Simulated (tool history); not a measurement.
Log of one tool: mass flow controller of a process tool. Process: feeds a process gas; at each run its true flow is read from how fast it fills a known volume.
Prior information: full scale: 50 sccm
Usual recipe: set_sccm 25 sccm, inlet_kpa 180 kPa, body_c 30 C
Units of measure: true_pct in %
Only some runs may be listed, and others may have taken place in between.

run 1 hour=0.0 | set_sccm=25 inlet_kpa=180 body_c=30 | true_pct=100.11
run 2 hour=132.4 | set_sccm=25 inlet_kpa=180 body_c=30 | true_pct=100.16
run 3 hour=233.6 | set_sccm=25 inlet_kpa=166 body_c=30 | true_pct=100.06
run 4 hour=347.7 | set_sccm=7 inlet_kpa=166 body_c=30 | true_pct=99.72
run 5 hour=509.5 | set_sccm=25 inlet_kpa=180 body_c=38 | true_pct=100.94
run 6 hour=601.3 | set_sccm=7 inlet_kpa=180 body_c=30 | true_pct=99.84
run 7 hour=705.3 | set_sccm=17 inlet_kpa=180 body_c=30 | true_pct=99.89
run 8 hour=834.7 | set_sccm=17 inlet_kpa=180 body_c=30 | true_pct=99.98
run 9 hour=1023.8 | set_sccm=11 inlet_kpa=201 body_c=26 | true_pct=99.54
run 10 hour=1229.2 | set_sccm=7 inlet_kpa=201 body_c=26 | true_pct=99.51
run 11 hour=1323.3 | set_sccm=8 inlet_kpa=180 body_c=27 | true_pct=99.59
run 12 hour=1505.7 | set_sccm=8 inlet_kpa=180 body_c=30 | true_pct=99.73
run 13 hour=1646.3 | set_sccm=7 inlet_kpa=218 body_c=23 | true_pct=99.26
run 14 hour=1768.0 | set_sccm=7 inlet_kpa=218 body_c=23 | true_pct=99.21
run 15 hour=1872.9 | set_sccm=7 inlet_kpa=218 body_c=23 | true_pct=99.13
run 16 hour=1963.9 | set_sccm=7 inlet_kpa=218 body_c=23 | true_pct=99.06

Each row is a separate what-if for the run after 16, all from the same tool condition, not one after another. Results?
run A hour=2171.6 | set_sccm=39 inlet_kpa=180 body_c=31 | true_pct=?
run B hour=2171.6 | set_sccm=31 inlet_kpa=218 body_c=23 | true_pct=?
run C hour=2171.6 | set_sccm=6 inlet_kpa=218 body_c=23 | true_pct=?

run=A true_pct=100.35
run=B true_pct=99.59
run=C true_pct=99.12
With the hidden condition removed and each run's random variation left untouched, the same runs would have given:
run=A true_pct=100.35
run=B true_pct=99.58
run=C true_pct=99.15
